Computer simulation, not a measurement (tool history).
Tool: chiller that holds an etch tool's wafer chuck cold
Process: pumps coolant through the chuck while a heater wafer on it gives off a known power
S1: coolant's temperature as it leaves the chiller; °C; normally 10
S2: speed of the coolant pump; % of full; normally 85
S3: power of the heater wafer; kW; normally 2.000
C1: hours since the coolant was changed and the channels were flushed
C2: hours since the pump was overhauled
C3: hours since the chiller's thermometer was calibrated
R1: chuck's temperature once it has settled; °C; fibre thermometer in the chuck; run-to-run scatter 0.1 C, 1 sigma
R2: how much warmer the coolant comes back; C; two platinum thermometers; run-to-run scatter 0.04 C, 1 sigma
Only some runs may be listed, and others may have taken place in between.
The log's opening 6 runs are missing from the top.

run	hour	S1	S2	S3	C1	C2	C3	R1	R2
7	695.1	10	94	2.000	3591	2201	1903	31.1	7.68
8	787.0	10	85	1.381	3683	2293	1995	25.6	5.90
9	951.5	10	85	2.000	3848	2458	2159	32.7	8.56
10	1086.1	10	85	2.000	3982	2592	2294	32.5	8.58
11	1184.6	16	85	2.000	4081	2691	2392	38.6	8.55
12	1307.0	16	85	2.000	4203	2813	2515	38.6	8.49
13	1446.6	16	85	2.000	4343	2953	2654	38.7	8.51
14	1528.2	16	85	2.000	4425	3034	2736	38.6	8.49
15	1656.1	15	85	2.000	4552	3162	2864	37.6	8.50
16	1817.5	15	85	2.000	4714	3324	3025	37.7	8.45

Run 17 has not been measured yet. What should we expect?
17	1947.9	6	76	2.000	4844	3454	3156	?	?

Run 17 came out at R1 30.6 °C, R2 9.51 C.
Without the tool's hidden state the same run would have given R1 30.5 °C, R2 9.73 C.

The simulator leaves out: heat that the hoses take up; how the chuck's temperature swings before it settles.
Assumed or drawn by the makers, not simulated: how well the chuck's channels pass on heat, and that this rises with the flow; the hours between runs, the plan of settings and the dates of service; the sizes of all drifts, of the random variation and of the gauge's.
